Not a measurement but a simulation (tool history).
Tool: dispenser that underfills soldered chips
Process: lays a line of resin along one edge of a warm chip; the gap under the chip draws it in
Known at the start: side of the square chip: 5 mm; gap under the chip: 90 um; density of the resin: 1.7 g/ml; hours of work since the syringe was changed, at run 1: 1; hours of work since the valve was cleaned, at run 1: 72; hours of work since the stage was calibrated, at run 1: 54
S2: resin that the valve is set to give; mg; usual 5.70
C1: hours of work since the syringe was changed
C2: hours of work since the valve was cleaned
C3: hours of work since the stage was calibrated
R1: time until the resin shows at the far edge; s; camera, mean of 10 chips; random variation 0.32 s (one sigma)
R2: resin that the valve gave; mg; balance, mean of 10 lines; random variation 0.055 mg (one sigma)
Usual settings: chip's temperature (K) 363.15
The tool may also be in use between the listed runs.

run 1 hour=0.0 | chip's_temperature_(K)=363.15 S2=5.70 | C1=1 C2=72 C3=54 | R1=13.2 R2=5.31
run 2 hour=2.5 | chip's_temperature_(K)=363.15 S2=5.70 | C1=2 C2=74 C3=56 | R1=14.9 R2=5.21
run 3 hour=4.8 | chip's_temperature_(K)=363.15 S2=5.70 | C1=4 C2=76 C3=57 | R1=16.5 R2=5.35
run 4 hour=7.0 | chip's_temperature_(K)=363.15 S2=5.70 | C1=5 C2=77 C3=59 | R1=19.2 R2=5.30
-- hour=11.4 new syringe of resin
run 5 hour=12.0 | chip's_temperature_(K)=363.15 S2=5.70 | C1=0 C2=80 C3=62 | R1=12.6 R2=5.30
run 6 hour=14.4 | chip's_temperature_(K)=363.15 S2=5.70 | C1=2 C2=81 C3=63 | R1=15.0 R2=5.27
run 7 hour=16.5 | chip's_temperature_(K)=363.15 S2=5.70 | C1=3 C2=83 C3=65 | R1=16.8 R2=5.13
run 8 hour=21.1 | chip's_temperature_(K)=363.15 S2=5.70 | C1=6 C2=86 C3=67 | R1=21.3 R2=5.31
-- hour=24.0 new syringe of resin
run 9 hour=24.2 | chip's_temperature_(K)=363.15 S2=5.70 | C1=0 C2=87 C3=69 | R1=12.7 R2=5.25
run 10 hour=26.4 | chip's_temperature_(K)=363.15 S2=5.70 | C1=2 C2=89 C3=71 | R1=14.6 R2=5.25
run 11 hour=28.4 | chip's_temperature_(K)=363.15 S2=5.70 | C1=3 C2=90 C3=72 | R1=16.8 R2=5.28
run 12 hour=30.6 | chip's_temperature_(K)=363.15 S2=5.70 | C1=4 C2=92 C3=73 | R1=18.5 R2=5.23
run 13 hour=33.0 | chip's_temperature_(K)=363.15 S2=5.22 | C1=6 C2=93 C3=75 | R1=21.0 R2=4.76
-- hour=36.3 new syringe of resin
run 14 hour=37.0 | chip's_temperature_(K)=375.15 S2=5.95 | C1=0 C2=95 C3=77 | R1=9.7 R2=5.42
run 15 hour=40.6 | chip's_temperature_(K)=375.15 S2=6.18 | C1=3 C2=98 C3=79 | R1=11.5 R2=5.68
run 16 hour=44.5 | chip's_temperature_(K)=363.15 S2=5.53 | C1=5 C2=100 C3=82 | R1=20.0 R2=5.01
-- hour=48.7 new syringe of resin
run 17 hour=49.1 | chip's_temperature_(K)=363.15 S2=5.53 | C1=0 C2=103 C3=85 | R1=12.9 R2=5.03
-- hour=52.3 dispensing valve cleaned and set on the balance
run 18 hour=54.1 | chip's_temperature_(K)=363.15 S2=5.53 | C1=3 C2=1 C3=87 | R1=16.3 R2=5.61
run 19 hour=58.8 | chip's_temperature_(K)=359.15 S2=6.33 | C1=6 C2=4 C3=90 | R1=21.8 R2=6.29
-- hour=62.0 new syringe of resin
run 20 hour=62.1 | chip's_temperature_(K)=356.15 S2=5.92 | C1=0 C2=6 C3=92 | R1=15.2 R2=5.87
run 21 hour=66.0 | chip's_temperature_(K)=363.15 S2=5.92 | C1=3 C2=9 C3=95 | R1=16.2 R2=5.85
run 22 hour=70.4 | chip's_temperature_(K)=356.15 S2=6.01 | C1=5 C2=11 C3=97 | R1=23.6 R2=5.93
-- hour=74.6 new syringe of resin
run 23 hour=75.4 | chip's_temperature_(K)=365.15 S2=6.47 | C1=1 C2=14 C3=100 | R1=12.4 R2=6.41

Forecast each of these 5 alternatives for the next run:
run A hour=79.6 | chip's_temperature_(K)=356.15 S2=5.70 | C1=3 C2=17 C3=103 | R1=? R2=?
run B hour=79.6 | chip's_temperature_(K)=363.15 S2=4.99 | C1=3 C2=17 C3=103 | R1=? R2=?
run C hour=79.6 | chip's_temperature_(K)=368.15 S2=7.35 | C1=3 C2=17 C3=103 | R1=? R2=?
run D hour=79.6 | chip's_temperature_(K)=350.15 S2=5.70 | C1=3 C2=17 C3=103 | R1=? R2=?
run E hour=79.6 | chip's_temperature_(K)=372.15 S2=5.03 | C1=3 C2=17 C3=103 | R1=? R2=?

run=A R1=19.9 R2=5.64
run=B R1=16.8 R2=4.99
run=C R1=13.8 R2=7.26
run=D R1=23.3 R2=5.62
run=E R1=13.5 R2=4.93
Without the tool's hidden state the same runs would have given:
run=A R1=14.9 R2=5.71
run=B R1=12.7 R2=5.06
run=C R1=10.2 R2=7.36
run=D R1=17.5 R2=5.70
run=E R1=10.2 R2=5.00

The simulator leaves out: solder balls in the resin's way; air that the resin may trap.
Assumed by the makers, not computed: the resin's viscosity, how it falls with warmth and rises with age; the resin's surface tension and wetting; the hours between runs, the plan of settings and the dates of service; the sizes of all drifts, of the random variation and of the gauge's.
